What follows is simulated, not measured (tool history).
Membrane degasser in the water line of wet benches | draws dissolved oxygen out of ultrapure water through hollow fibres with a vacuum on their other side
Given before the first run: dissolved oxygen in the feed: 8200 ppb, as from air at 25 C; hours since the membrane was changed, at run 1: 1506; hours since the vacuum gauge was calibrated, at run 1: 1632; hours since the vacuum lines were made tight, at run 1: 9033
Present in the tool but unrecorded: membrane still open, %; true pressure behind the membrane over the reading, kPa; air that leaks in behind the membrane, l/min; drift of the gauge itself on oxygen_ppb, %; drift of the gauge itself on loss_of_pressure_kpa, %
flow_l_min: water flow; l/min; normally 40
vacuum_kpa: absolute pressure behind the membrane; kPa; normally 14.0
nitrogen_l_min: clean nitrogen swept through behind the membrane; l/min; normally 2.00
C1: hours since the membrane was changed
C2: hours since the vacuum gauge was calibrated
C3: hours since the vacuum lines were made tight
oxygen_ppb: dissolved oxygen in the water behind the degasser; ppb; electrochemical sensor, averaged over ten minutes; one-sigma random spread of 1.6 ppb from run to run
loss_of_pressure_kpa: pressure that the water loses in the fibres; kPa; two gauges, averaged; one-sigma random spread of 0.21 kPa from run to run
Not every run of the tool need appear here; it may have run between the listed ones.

{"run": 1, "hour": 0.0, "flow_l_min": 40, "vacuum_kpa": 14.0, "nitrogen_l_min": 2.0, "C1": 1506, "C2": 1632, "C3": 9033, "oxygen_ppb": 478.7, "loss_of_pressure_kpa": 47.6}
{"run": 2, "hour": 91.6, "flow_l_min": 40, "vacuum_kpa": 14.0, "nitrogen_l_min": 2.0, "C1": 1598, "C2": 1723, "C3": 9124, "oxygen_ppb": 482.1, "loss_of_pressure_kpa": 47.46}
{"run": 3, "hour": 169.5, "flow_l_min": 40, "vacuum_kpa": 14.0, "nitrogen_l_min": 2.0, "C1": 1676, "C2": 1801, "C3": 9202, "oxygen_ppb": 478.3, "loss_of_pressure_kpa": 47.53}
{"run": 4, "hour": 218.3, "flow_l_min": 40, "vacuum_kpa": 14.0, "nitrogen_l_min": 2.0, "C1": 1725, "C2": 1850, "C3": 9251, "oxygen_ppb": 479.9, "loss_of_pressure_kpa": 47.58}
{"run": 5, "hour": 269.3, "flow_l_min": 40, "vacuum_kpa": 14.0, "nitrogen_l_min": 2.0, "C1": 1776, "C2": 1901, "C3": 9302, "oxygen_ppb": 478.7, "loss_of_pressure_kpa": 47.86}
{"run": 6, "hour": 349.6, "flow_l_min": 40, "vacuum_kpa": 14.0, "nitrogen_l_min": 5.82, "C1": 1856, "C2": 1981, "C3": 9382, "oxygen_ppb": 197.7, "loss_of_pressure_kpa": 48.31}
{"run": 7, "hour": 398.5, "flow_l_min": 40, "vacuum_kpa": 14.0, "nitrogen_l_min": 5.82, "C1": 1905, "C2": 2030, "C3": 9431, "oxygen_ppb": 197.4, "loss_of_pressure_kpa": 47.26}
{"run": 8, "hour": 485.3, "flow_l_min": 40, "vacuum_kpa": 14.0, "nitrogen_l_min": 5.82, "C1": 1992, "C2": 2117, "C3": 9518, "oxygen_ppb": 196.9, "loss_of_pressure_kpa": 47.97}
{"run": 9, "hour": 528.2, "flow_l_min": 38, "vacuum_kpa": 14.0, "nitrogen_l_min": 5.82, "C1": 2035, "C2": 2160, "C3": 9561, "oxygen_ppb": 186.1, "loss_of_pressure_kpa": 45.58}
{"run": 10, "hour": 570.3, "flow_l_min": 40, "vacuum_kpa": 14.0, "nitrogen_l_min": 2.0, "C1": 2077, "C2": 2202, "C3": 9603, "oxygen_ppb": 479.7, "loss_of_pressure_kpa": 47.49}
{"run": 11, "hour": 634.9, "flow_l_min": 46, "vacuum_kpa": 11.1, "nitrogen_l_min": 3.36, "C1": 2141, "C2": 2267, "C3": 9668, "oxygen_ppb": 280.8, "loss_of_pressure_kpa": 55.05}
{"run": 12, "hour": 673.6, "flow_l_min": 33, "vacuum_kpa": 14.0, "nitrogen_l_min": 2.0, "C1": 2180, "C2": 2305, "C3": 9707, "oxygen_ppb": 397.1, "loss_of_pressure_kpa": 39.66}
{"run": 13, "hour": 722.6, "flow_l_min": 27, "vacuum_kpa": 12.5, "nitrogen_l_min": 4.14, "C1": 2229, "C2": 2354, "C3": 9756, "oxygen_ppb": 148.2, "loss_of_pressure_kpa": 32.49}
{"run": 14, "hour": 813.3, "flow_l_min": 57, "vacuum_kpa": 10.6, "nitrogen_l_min": 0.89, "C1": 2320, "C2": 2445, "C3": 9846, "oxygen_ppb": 864.5, "loss_of_pressure_kpa": 68.26}
{"run": 15, "hour": 879.9, "flow_l_min": 40, "vacuum_kpa": 19.5, "nitrogen_l_min": 3.28, "C1": 2386, "C2": 2512, "C3": 9913, "oxygen_ppb": 465.0, "loss_of_pressure_kpa": 48.12}
{"run": 16, "hour": 934.7, "flow_l_min": 40, "vacuum_kpa": 19.5, "nitrogen_l_min": 3.28, "C1": 2441, "C2": 2566, "C3": 9968, "oxygen_ppb": 463.3, "loss_of_pressure_kpa": 47.91}

What will run 17 give?
{"run": 17, "hour": 972.4, "flow_l_min": 28, "vacuum_kpa": 10.5, "nitrogen_l_min": 3.28, "C1": 2479, "C2": 2604, "C3": 10005, "oxygen_ppb": "?", "loss_of_pressure_kpa": "?"}

oxygen_ppb: 152.5 ppb
loss_of_pressure_kpa: 33.60 kPa
With no hidden state in the tool, this same run would have given oxygen_ppb 150.1 ppb, loss_of_pressure_kpa 33.14 kPa.

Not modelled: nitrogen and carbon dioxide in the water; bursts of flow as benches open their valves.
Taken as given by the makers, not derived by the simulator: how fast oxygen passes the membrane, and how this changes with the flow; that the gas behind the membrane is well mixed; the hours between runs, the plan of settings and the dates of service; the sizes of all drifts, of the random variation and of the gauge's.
